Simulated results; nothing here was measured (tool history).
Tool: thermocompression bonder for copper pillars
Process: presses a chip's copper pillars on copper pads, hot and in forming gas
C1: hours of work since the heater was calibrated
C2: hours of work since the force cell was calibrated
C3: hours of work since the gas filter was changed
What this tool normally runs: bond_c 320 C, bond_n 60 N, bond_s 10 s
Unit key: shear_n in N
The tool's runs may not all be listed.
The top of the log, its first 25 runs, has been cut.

run 26 hour=178.1 | bond_c=316 bond_n=51 bond_s=10 | C1=329 C2=448 C3=46 | shear_n=31.4
run 27 hour=185.6 | bond_c=344 bond_n=37 bond_s=22 | C1=333 C2=453 C3=51 | shear_n=41.3
run 28 hour=193.5 | bond_c=337 bond_n=65 bond_s=22 | C1=338 C2=458 C3=56 | shear_n=67.1
run 29 hour=203.2 | bond_c=331 bond_n=43 bond_s=6 | C1=345 C2=464 C3=62 | shear_n=25.4
run 30 hour=212.6 | bond_c=331 bond_n=43 bond_s=6 | C1=350 C2=470 C3=68 | shear_n=24.9
run 31 hour=217.2 | bond_c=299 bond_n=43 bond_s=16 | C1=353 C2=473 C3=71 | shear_n=24.4
run 32 hour=222.4 | bond_c=317 bond_n=43 bond_s=19 | C1=357 C2=476 C3=74 | shear_n=34.5
run 33 hour=231.6 | bond_c=318 bond_n=48 bond_s=10 | C1=362 C2=482 C3=80 | shear_n=29.3
run 34 hour=237.7 | bond_c=332 bond_n=65 bond_s=24 | C1=366 C2=485 C3=84 | shear_n=64.6
run 35 hour=245.2 | bond_c=328 bond_n=76 bond_s=15 | C1=371 C2=490 C3=88 | shear_n=62.3
run 36 hour=249.4 | bond_c=323 bond_n=90 bond_s=26 | C1=374 C2=493 C3=91 | shear_n=78.0

4 options for the next run, each taken on its own from the tool as it stands now. Forecast them:
run A hour=258.9 | bond_c=323 bond_n=53 bond_s=13 | C1=380 C2=499 C3=97 | shear_n=?
run B hour=258.9 | bond_c=323 bond_n=87 bond_s=24 | C1=380 C2=499 C3=97 | shear_n=?
run C hour=258.9 | bond_c=323 bond_n=90 bond_s=13 | C1=380 C2=499 C3=97 | shear_n=?
run D hour=258.9 | bond_c=323 bond_n=38 bond_s=26 | C1=380 C2=499 C3=97 | shear_n=?

run=A shear_n=37.9
run=B shear_n=73.7
run=C shear_n=64.5
run=D shear_n=35.3
The same runs, with their run-to-run variation unchanged, on a tool lacking any hidden condition would have given:
run=A shear_n=43.8
run=B shear_n=83.1
run=C shear_n=73.3
run=D shear_n=40.8

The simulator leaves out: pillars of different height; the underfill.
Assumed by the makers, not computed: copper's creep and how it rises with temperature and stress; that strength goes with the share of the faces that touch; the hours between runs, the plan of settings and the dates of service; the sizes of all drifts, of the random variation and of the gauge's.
